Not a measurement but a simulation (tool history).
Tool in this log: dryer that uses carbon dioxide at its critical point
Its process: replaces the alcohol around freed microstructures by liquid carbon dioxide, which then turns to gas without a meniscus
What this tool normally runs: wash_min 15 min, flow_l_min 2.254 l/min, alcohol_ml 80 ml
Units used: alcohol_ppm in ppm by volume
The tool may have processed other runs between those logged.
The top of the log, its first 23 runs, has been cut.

run     day  wash_min  flow_l_min  alcohol_ml  hours of work since the filter was changed  hours of work since the purifier's bed was changed  alcohol_ppm
 24  14.783        13        2.57          37                                         254                                                 381          120
 25  15.367        10        2.55         114                                         260                                                 387          355
 26  16.175        10        2.55         114                                         268                                                 395          373
 27  16.675        15        1.52          80                                         273                                                 399          470
 28  17.358        15        1.52          80                                         279                                                 406          465
 29  17.967        18        1.52          46                                         285                                                 412          201
 30  18.533        14        2.25          48                                         291                                                 418          145
 31  19.246        14        2.25          48                                         298                                                 425          149
 32  19.708        15       2.254          45                                         303                                                 429          137
 33  20.617        10       2.254          41                                         311                                                 438          279
 34  21.346        10       2.254          41                                         319                                                 445          287
 35  21.858        10       2.254          41                                         324                                                 450          291

Forecast run 36:
 36  22.729        10       2.254          41                                         332                                                 459            ?

alcohol_ppm: 305 ppm by volume
With no hidden state in the tool, this same run would have given alcohol_ppm 156 ppm by volume.
